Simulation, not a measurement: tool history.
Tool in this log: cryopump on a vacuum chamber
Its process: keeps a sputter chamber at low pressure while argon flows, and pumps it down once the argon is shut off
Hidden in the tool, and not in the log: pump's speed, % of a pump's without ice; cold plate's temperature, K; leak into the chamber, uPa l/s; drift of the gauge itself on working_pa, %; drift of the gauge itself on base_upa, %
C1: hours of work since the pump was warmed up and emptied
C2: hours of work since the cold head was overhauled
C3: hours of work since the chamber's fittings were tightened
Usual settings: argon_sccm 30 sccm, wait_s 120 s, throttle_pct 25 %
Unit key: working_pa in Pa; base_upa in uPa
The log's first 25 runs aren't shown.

{"run": 26, "hour": 1545.9, "argon_sccm": 30, "wait_s": 260, "throttle_pct": 34, "C1": 267, "C2": 1873, "C3": 435, "working_pa": 0.0959, "base_upa": 1}
{"run": 27, "hour": 1591.3, "argon_sccm": 30, "wait_s": 260, "throttle_pct": 34, "C1": 291, "C2": 1897, "C3": 459, "working_pa": 0.0961, "base_upa": 1.11}
{"run": 28, "hour": 1655.0, "argon_sccm": 30, "wait_s": 193, "throttle_pct": 19, "C1": 325, "C2": 1931, "C3": 493, "working_pa": 0.1695, "base_upa": 1.23}
{"run": 29, "hour": 1712.7, "argon_sccm": 30, "wait_s": 193, "throttle_pct": 19, "C1": 356, "C2": 1961, "C3": 524, "working_pa": 0.1701, "base_upa": 1.3}
{"run": 30, "hour": 1783.0, "argon_sccm": 33, "wait_s": 193, "throttle_pct": 33, "C1": 393, "C2": 1998, "C3": 561, "working_pa": 0.1101, "base_upa": 1.34}
{"run": 31, "hour": 1821.9, "argon_sccm": 22, "wait_s": 193, "throttle_pct": 33, "C1": 414, "C2": 2019, "C3": 581, "working_pa": 0.0734, "base_upa": 1.42}
{"run": 32, "hour": 1880.3, "argon_sccm": 22, "wait_s": 193, "throttle_pct": 33, "C1": 444, "C2": 2050, "C3": 612, "working_pa": 0.0741, "base_upa": 1.49}
{"run": 33, "hour": 1958.2, "argon_sccm": 23, "wait_s": 128, "throttle_pct": 39, "C1": 486, "C2": 2091, "C3": 654, "working_pa": 0.0671, "base_upa": 1.76}
{"run": 34, "hour": 2037.6, "argon_sccm": 30, "wait_s": 256, "throttle_pct": 25, "C1": 528, "C2": 2133, "C3": 696, "working_pa": 0.1326, "base_upa": 1.56}
{"run": 35, "hour": 2078.2, "argon_sccm": 30, "wait_s": 256, "throttle_pct": 25, "C1": 549, "C2": 2155, "C3": 717, "working_pa": 0.1339, "base_upa": 1.67}

Each row is a separate what-if for the run after 35, all from the same tool condition, not one after another. Results?
{"run": "A", "hour": 2134.6, "argon_sccm": 30, "wait_s": 75, "throttle_pct": 25, "C1": 579, "C2": 2184, "C3": 747, "working_pa": "?", "base_upa": "?"}
{"run": "B", "hour": 2134.6, "argon_sccm": 45, "wait_s": 256, "throttle_pct": 25, "C1": 579, "C2": 2184, "C3": 747, "working_pa": "?", "base_upa": "?"}
{"run": "C", "hour": 2134.6, "argon_sccm": 53, "wait_s": 79, "throttle_pct": 16, "C1": 579, "C2": 2184, "C3": 747, "working_pa": "?", "base_upa": "?"}

run=A working_pa=0.1351 base_upa=2.15
run=B working_pa=0.2007 base_upa=1.69
run=C working_pa=0.3598 base_upa=2.15
With the hidden condition removed and each run's random variation left untouched, the same runs would have given:
run=A working_pa=0.1264 base_upa=0.8
run=B working_pa=0.1878 base_upa=0.35
run=C working_pa=0.3446 base_upa=0.78
